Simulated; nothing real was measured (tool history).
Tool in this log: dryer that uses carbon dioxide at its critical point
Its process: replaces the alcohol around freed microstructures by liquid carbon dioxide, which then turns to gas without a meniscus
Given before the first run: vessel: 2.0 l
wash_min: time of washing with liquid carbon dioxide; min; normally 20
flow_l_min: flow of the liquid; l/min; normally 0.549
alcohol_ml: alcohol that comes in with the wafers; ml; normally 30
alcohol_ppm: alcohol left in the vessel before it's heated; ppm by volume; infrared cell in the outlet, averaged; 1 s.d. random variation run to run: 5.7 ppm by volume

| run | day | wash_min | flow_l_min | alcohol_ml | alcohol_ppm |
|---|---|---|---|---|---|
| 1 | 0 | 20 | 0.549 | 30 | 468 |
| 2 | 1.954 | 20 | 0.549 | 30 | 511 |
| 3 | 3.646 | 19 | 0.549 | 30 | 428 |
| 4 | 4.988 | 19 | 0.549 | 30 | 440 |
| 5 | 6.717 | 20 | 0.549 | 30 | 425 |
| 6 | 8.508 | 20 | 0.549 | 30 | 437 |
| 7 | 9.654 | 20 | 0.549 | 30 | 470 |
| 8 | 11.775 | 20 | 0.549 | 30 | 482 |
| 9 | 13.442 | 20 | 0.465 | 30 | 527 |
| 10 | 15.067 | 20 | 0.465 | 30 | 564 |
| 11 | 16.154 | 20 | 0.465 | 30 | 595 |
| 12 | 17.571 | 20 | 0.465 | 30 | 394 |
| 13 | 18.671 | 20 | 0.549 | 30 | 214 |
| 14 | 19.588 | 20 | 0.549 | 30 | 230 |
| 15 | 20.575 | 13 | 0.549 | 30 | 954 |
| 16 | 21.917 | 20 | 0.549 | 39 | 324 |
| 17 | 23.054 | 20 | 0.549 | 39 | 348 |
| 18 | 25.088 | 20 | 0.549 | 39 | 371 |
| 19 | 26.596 | 17 | 0.549 | 39 | 706 |
| 20 | 28.467 | 20 | 0.549 | 95 | 994 |
| 21 | 30.092 | 20 | 0.549 | 95 | 616 |
| 22 | 32.083 | 20 | 0.549 | 95 | 692 |
| 23 | 33.046 | 20 | 0.421 | 30 | 686 |
| 24 | 34.883 | 20 | 0.421 | 30 | 723 |
| 25 | 36.067 | 13 | 0.549 | 60 | 2202 |
| 26 | 37.25 | 13 | 0.549 | 61 | 2253 |
| 27 | 39.288 | 22 | 0.662 | 77 | 255 |
| 28 | 40.746 | 29 | 0.639 | 95 | 148 |
| 29 | 42.604 | 29 | 0.687 | 28 | 90 |
| 30 | 43.879 | 20 | 0.351 | 38 | 1418 |
| 31 | 45.908 | 20 | 0.351 | 38 | 1492 |
| 32 | 46.808 | 20 | 0.549 | 39 | 385 |
| 33 | 48.275 | 24 | 0.929 | 37 | 109 |
| 34 | 49.975 | 24 | 0.929 | 37 | 112 |
| 35 | 51.279 | 12 | 0.506 | 55 | 3020 |
| 36 | 52.962 | 12 | 0.506 | 55 | 3300 |
| 37 | 54.654 | 17 | 0.768 | 30 | 189 |
| 38 | 55.975 | 20 | 0.811 | 75 | 180 |
| 39 | 57.05 | 16 | 0.734 | 99 | 553 |
| 40 | 58.958 | 22 | 0.762 | 30 | 155 |
| 41 | 60.554 | 30 | 0.514 | 33 | 198 |
| 42 | 61.429 | 20 | 0.549 | 43 | 474 |
| 43 | 62.354 | 20 | 0.549 | 43 | 483 |
| 44 | 63.758 | 26 | 0.803 | 43 | 150 |
| 45 | 65.775 | 25 | 0.571 | 30 | 249 |
| 46 | 67.279 | 25 | 0.571 | 30 | 209 |
| 47 | 69.392 | 18 | 0.525 | 30 | 533 |

The log once held 7 entries between its listed runs, left out of this copy. Where does each go, and what is different about the tool's unlogged condition between the listed run before it and the listed run after it?
Run 2 -> run 3: inlet filter changed (day 3.496)
  flow that reaches the vessel past the clogged filter, %: 87.5 -> 99.9; alcohol in the recycled carbon dioxide, ppm: 204.9 -> 209.9
  measured value less the no-hidden-state value, alcohol_ppm: +330 -> +206 ppm by volume
Run 8 -> run 9: purifier's bed changed (day 12.846)
  flow that reaches the vessel past the clogged filter, %: 91.7 -> 90.2; alcohol in the recycled carbon dioxide, ppm: 232.6 -> 7.1
  measured value less the no-hidden-state value, alcohol_ppm: +302 -> +158 ppm by volume
Run 11 -> run 12: inlet filter changed (day 16.304)
  flow that reaches the vessel past the clogged filter, %: 87.4 -> 98.5; alcohol in the recycled carbon dioxide, ppm: 14.1 -> 17.7
  measured value less the no-hidden-state value, alcohol_ppm: +226 -> +33 ppm by volume
Run 20 -> run 21: inlet filter changed (day 28.958)
  flow that reaches the vessel past the clogged filter, %: 87.2 -> 98.8; alcohol in the recycled carbon dioxide, ppm: 48.9 -> 53.3
  measured value less the no-hidden-state value, alcohol_ppm: +456 -> +76 ppm by volume
Run 28 -> run 29: inlet filter changed (day 41.708)
  flow that reaches the vessel past the clogged filter, %: 87.4 -> 98.6; alcohol in the recycled carbon dioxide, ppm: 83.2 -> 88.2
  measured value less the no-hidden-state value, alcohol_ppm: +115 -> +86 ppm by volume
Run 36 -> run 37: inlet filter changed (day 54.367)
  flow that reaches the vessel past the clogged filter, %: 88.1 -> 99.6; alcohol in the recycled carbon dioxide, ppm: 117.5 -> 122.4
  measured value less the no-hidden-state value, alcohol_ppm: +916 -> +119 ppm by volume
Run 45 -> run 46: inlet filter changed (day 67.062)
  flow that reaches the vessel past the clogged filter, %: 88.1 -> 99.5; alcohol in the recycled carbon dioxide, ppm: 154.3 -> 158.3
  measured value less the no-hidden-state value, alcohol_ppm: +196 -> +159 ppm by volume

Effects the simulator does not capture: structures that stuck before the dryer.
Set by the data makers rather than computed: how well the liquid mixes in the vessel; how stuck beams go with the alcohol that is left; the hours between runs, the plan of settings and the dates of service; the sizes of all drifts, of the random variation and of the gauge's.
